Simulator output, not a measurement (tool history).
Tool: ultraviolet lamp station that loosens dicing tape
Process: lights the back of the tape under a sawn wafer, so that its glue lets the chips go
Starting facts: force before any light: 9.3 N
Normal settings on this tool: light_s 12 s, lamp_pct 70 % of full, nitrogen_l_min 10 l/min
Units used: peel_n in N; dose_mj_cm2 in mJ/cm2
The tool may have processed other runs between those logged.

run   hour  light_s  lamp_pct  nitrogen_l_min  peel_n  dose_mj_cm2
  1    0.0       12        70              10   1.904          419
  2   23.0       12        70              10   1.865          414
  3   44.3       12        70              10   1.908          415
  4   61.7       12        70              10   1.916          416
  5   85.4       12        70              10   1.939          411
  6  106.9       12        70              10   2.006          408
  7  131.7       12        70              10   2.042          400
  8  157.3       12        70              10   1.983          403
  9  170.4       12        70              10   2.033          400
 10  190.8       12        70              10   2.041          397
 11  208.5       12        70              10   2.046          393
 12  220.3       12        70               4   3.214          392
 13  239.9       12        70               4   3.205          391
 14  264.1       12        70               4   3.184          387
 15  277.3       12        70               4   3.228          387
     279.9  -- window cleaned of glue's vapour
 16  300.2       12        70               4   3.065          417
 17  324.3       12        70              10   1.950          417
 18  337.2       12        70              10   1.907          415
 19  351.7       12        70              10   1.908          417
 20  375.8       12        70              10   1.990          409
 21  396.3       12        70              10   2.002          408
 22  422.4       12        70              10   2.013          410
 23  437.0        8        61              17   3.222          236
 24  463.2       12        86               5   2.157          493
 25  476.8       12        71               9   2.080          406
 26  501.6       12        84               4   2.492          473
 27  522.8       19        84               4   1.230          749
 28  544.9       12        87              13   1.295          484
 29  557.4       12        87              13   1.274          484
 30  570.8       18        70              10   1.038          578
 31  593.8        8        68              10   3.590          250
 32  615.8        7        65              11   3.999          201
 33  627.4        8        71              10   3.371          257
 34  642.5        8        71              10   3.542          260
 35  660.9        8        74               3   4.875          265
 36  682.7        8        74               3   4.798          267
 37  697.2        8        74               3   4.865          261
 38  711.0       12        92              10   1.445          489
 39  727.9        8        87              10   2.872          306
 40  748.6        8        87              10   2.945          303
 41  768.3       12        75               6   2.658          386
 42  790.0       11        73               4   3.655          347
 43  812.2       11        73               4   3.714          346
 44  834.4       20        70               7   1.263          601

A few steps of peel_n between consecutive runs. Split each: what settings, incoming material and random variation would produce without the hidden state, and what is left over for the hidden state, along with gauge scatter present in only one of the two compared results (measured, and without hidden state):
Hidden state present: lamp's light, % of a new lamp's; light that the window lets through, % of a clean one's; drift of the gauge itself on peel_n, %; drift of the gauge itself on dose_mj_cm2, %.
Run 30 -> 31: light_s 18 -> 8, lamp_pct 70 -> 68. peel_n +2.552 N: hidden state +0.496, all else +2.056.
Run 37 -> 38: light_s 8 -> 12, lamp_pct 74 -> 92, nitrogen_l_min 3 -> 10. peel_n -3.420 N: hidden state -0.364, all else -3.056.
Run 43 -> 44: light_s 11 -> 20, lamp_pct 73 -> 70, nitrogen_l_min 4 -> 7. peel_n -2.451 N: hidden state -0.534, all else -1.917.

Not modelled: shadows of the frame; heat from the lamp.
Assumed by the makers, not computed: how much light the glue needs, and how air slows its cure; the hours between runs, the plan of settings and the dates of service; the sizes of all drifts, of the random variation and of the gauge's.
